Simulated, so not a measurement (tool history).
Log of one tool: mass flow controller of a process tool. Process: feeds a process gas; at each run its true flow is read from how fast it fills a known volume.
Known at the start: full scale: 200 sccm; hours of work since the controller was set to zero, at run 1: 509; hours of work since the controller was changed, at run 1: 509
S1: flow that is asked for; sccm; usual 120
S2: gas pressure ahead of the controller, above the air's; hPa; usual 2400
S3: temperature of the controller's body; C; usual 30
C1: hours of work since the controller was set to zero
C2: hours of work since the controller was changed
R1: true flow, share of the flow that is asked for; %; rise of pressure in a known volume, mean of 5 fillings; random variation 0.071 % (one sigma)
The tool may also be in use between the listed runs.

run    hour   S1    S2  S3    C1    C2     R1
  1       0  120  2400  30   509   509  98.85
  2   222.3  120  2400  30   595   595  98.87
  3   412.1  120  2580  30   668   668  98.74
  4   723.5  120  2580  30   788   788   98.4
  5  1000.1  120  2580  30   895   895   98.5
  6  1207.7  120  2400  30   975   975  98.53
  7  1513.8  120  2400  30  1093  1093   98.4
  8  1747.7  120  2400  30  1183  1183  98.33

The next listed run, before its measurement:
  9  1973.9  120  2400  35  1270  1270   ?

{"run 9": {"R1": 98.79}}
Without the tool's hidden state the same run would have given R1 100.09 %.
